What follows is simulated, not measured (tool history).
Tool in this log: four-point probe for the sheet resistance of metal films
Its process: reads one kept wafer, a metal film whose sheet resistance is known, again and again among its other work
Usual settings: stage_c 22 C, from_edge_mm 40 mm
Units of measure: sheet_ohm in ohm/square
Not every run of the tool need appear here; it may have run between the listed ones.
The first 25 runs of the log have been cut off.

| run | day | stage_c | from_edge_mm | sheet_ohm |
|---|---|---|---|---|
| 26 | 46.975 | 20 | 48 | 0.037714 |
| 27 | 48.408 | 20 | 48 | 0.037709 |
| 28 | 50.275 | 21 | 7 | 0.037912 |
| 29 | 52.604 | 20 | 14 | 0.037758 |
| 30 | 53.850 | 20 | 14 | 0.037764 |
| 31 | 55.442 | 22 | 60 | 0.037767 |
| 32 | 57.454 | 23 | 6 | 0.038008 |
| 33 | 58.758 | 27 | 13 | 0.037890 |
| 34 | 61.083 | 30 | 8 | 0.038026 |
| 35 | 63.142 | 24 | 5 | 0.038141 |
| 36 | 64.258 | 19 | 14 | 0.037768 |
| 37 | 66.929 | 19 | 14 | 0.037775 |
| 38 | 68.608 | 22 | 13 | 0.037842 |
| 39 | 71.267 | 22 | 13 | 0.037828 |
| 40 | 73.804 | 34 | 23 | 0.037997 |
| 41 | 76.471 | 22 | 30 | 0.037803 |
| 42 | 78.238 | 24 | 10 | 0.037930 |
| 43 | 80.583 | 33 | 59 | 0.037968 |
| 44 | 82.979 | 33 | 4 | 0.038467 |

For run 45, what comes out?
| 45 | 85.075 | 22 | 4 | ? |

{"run 45": {"sheet_ohm": 0.038332}}
The same run, on a tool lacking any hidden state, would have yielded sheet_ohm 0.038203 ohm/square.
